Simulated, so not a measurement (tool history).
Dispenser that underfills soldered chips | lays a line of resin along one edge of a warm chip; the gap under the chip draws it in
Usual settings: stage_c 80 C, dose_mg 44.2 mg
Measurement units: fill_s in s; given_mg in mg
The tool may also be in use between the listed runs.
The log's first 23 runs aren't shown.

At hour 132.3: new syringe of resin.
Run 24, hour 134.4: usual settings but stage_c 66 C, dose_mg 53.9 mg. Result: fill_s 370.4 s, given_mg 51.25 mg.
Run 25, hour 138: usual settings but stage_c 66 C, dose_mg 53.9 mg. Result: fill_s 447.7 s, given_mg 51.39 mg.
Run 26, hour 144.9: usual settings but stage_c 66 C, dose_mg 53.9 mg. Result: fill_s 642.2 s, given_mg 51.02 mg.
At hour 146.2: new syringe of resin.
Run 27, hour 151.1: usual settings but stage_c 85 C, dose_mg 56.1 mg. Result: fill_s 205.8 s, given_mg 53.35 mg.
Run 28, hour 155.7: usual settings but stage_c 77 C, dose_mg 56.1 mg. Result: fill_s 362 s, given_mg 53.11 mg.
At hour 160.5: new syringe of resin.
Run 29, hour 162.8: usual settings but stage_c 77 C, dose_mg 56.1 mg. Result: fill_s 248.9 s, given_mg 53.19 mg.
Run 30, hour 166.2: usual settings but stage_c 70 C, dose_mg 51.5 mg. Result: fill_s 381.9 s, given_mg 48.75 mg.
At hour 169.9: dispensing valve cleaned and set on the balance.
Run 31, hour 171.8: usual settings but stage_c 70 C, dose_mg 51.5 mg. Result: fill_s 481.2 s, given_mg 51.41 mg.
At hour 175.7: new syringe of resin.
Run 32, hour 179.5: usual settings but stage_c 78 C, dose_mg 53.8 mg. Result: fill_s 252.6 s, given_mg 54.09 mg.
Run 33, hour 186.3: usual settings but stage_c 79 C, dose_mg 39.1 mg. Result: fill_s 358.6 s, given_mg 38.91 mg.
At hour 189.9: new syringe of resin.
Run 34, hour 191.3: usual settings but stage_c 81 C, dose_mg 52.6 mg. Result: fill_s 200.8 s, given_mg 52.61 mg.
Run 35, hour 197.9: usual settings but stage_c 81 C, dose_mg 52.6 mg. Result: fill_s 281.4 s, given_mg 52.49 mg.
At hour 204: new syringe of resin.
Run 36, hour 204.8: usual settings but stage_c 65 C, dose_mg 42.8 mg. Result: fill_s 371.8 s, given_mg 42.15 mg.

Each row is a separate what-if for the run after 36, all from the same tool condition, not one after another. Results?
Run A, hour 211.5: usual settings but stage_c 76 C, dose_mg 54.7 mg. Result: fill_s ?, given_mg ?.
Run B, hour 211.5: usual settings but stage_c 81 C, dose_mg 51.7 mg. Result: fill_s ?, given_mg ?.
Run C, hour 211.5: usual settings but stage_c 69 C, dose_mg 44.4 mg. Result: fill_s ?, given_mg ?.
Run D, hour 211.5: usual settings but stage_c 65 C, dose_mg 50.9 mg. Result: fill_s ?, given_mg ?.

run  fill_s  given_mg
  A   332.7     54.23
  B   277.1     50.89
  C   439.8     44.09
  D   524.2     50.05
Without the tool's unlogged condition, the same runs would have read:
run  fill_s  given_mg
  A   218.7     54.84
  B   182.4     51.45
  C   288.4     44.58
  D   343.7      50.6
